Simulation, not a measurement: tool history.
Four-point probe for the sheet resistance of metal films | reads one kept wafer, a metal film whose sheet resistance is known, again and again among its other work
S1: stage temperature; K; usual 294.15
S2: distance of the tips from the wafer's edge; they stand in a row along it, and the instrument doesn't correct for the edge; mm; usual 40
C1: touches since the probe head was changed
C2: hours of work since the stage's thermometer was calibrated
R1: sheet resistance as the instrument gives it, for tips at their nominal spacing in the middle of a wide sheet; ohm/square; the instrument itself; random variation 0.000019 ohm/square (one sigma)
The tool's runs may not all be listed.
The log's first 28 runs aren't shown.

{"run": 29, "hour": 977.6, "S1": 294.15, "S2": 19, "C1": 36145, "C2": 2217, "R1": 0.094393}
{"run": 30, "hour": 1010.6, "S1": 294.15, "S2": 67, "C1": 36853, "C2": 2235, "R1": 0.094117}
{"run": 31, "hour": 1035.3, "S1": 294.15, "S2": 67, "C1": 37382, "C2": 2248, "R1": 0.094128}
{"run": 32, "hour": 1061.5, "S1": 294.15, "S2": 8, "C1": 37944, "C2": 2262, "R1": 0.095388}
{"run": 33, "hour": 1103.3, "S1": 302.15, "S2": 4, "C1": 38842, "C2": 2285, "R1": 0.099274}
{"run": 34, "hour": 1145.2, "S1": 303.15, "S2": 32, "C1": 39742, "C2": 2307, "R1": 0.094557}
{"run": 35, "hour": 1196.8, "S1": 303.15, "S2": 32, "C1": 40849, "C2": 2335, "R1": 0.094531}
{"run": 36, "hour": 1241.0, "S1": 299.15, "S2": 40, "C1": 41796, "C2": 2359, "R1": 0.094304}

Forecast each of these 5 alternatives for the next run:
{"run": "A", "hour": 1267.2, "S1": 300.15, "S2": 34, "C1": 42359, "C2": 2373, "R1": "?"}
{"run": "B", "hour": 1267.2, "S1": 304.15, "S2": 14, "C1": 42359, "C2": 2373, "R1": "?"}
{"run": "C", "hour": 1267.2, "S1": 302.15, "S2": 27, "C1": 42359, "C2": 2373, "R1": "?"}
{"run": "D", "hour": 1267.2, "S1": 295.15, "S2": 40, "C1": 42359, "C2": 2373, "R1": "?"}
{"run": "E", "hour": 1267.2, "S1": 294.15, "S2": 6, "C1": 42359, "C2": 2373, "R1": "?"}

run=A R1=0.094386
run=B R1=0.094881
run=C R1=0.094502
run=D R1=0.094150
run=E R1=0.096290
Without the tool's hidden state the same runs would have given:
run=A R1=0.095454
run=B R1=0.095950
run=C R1=0.095570
run=D R1=0.095220
run=E R1=0.097383

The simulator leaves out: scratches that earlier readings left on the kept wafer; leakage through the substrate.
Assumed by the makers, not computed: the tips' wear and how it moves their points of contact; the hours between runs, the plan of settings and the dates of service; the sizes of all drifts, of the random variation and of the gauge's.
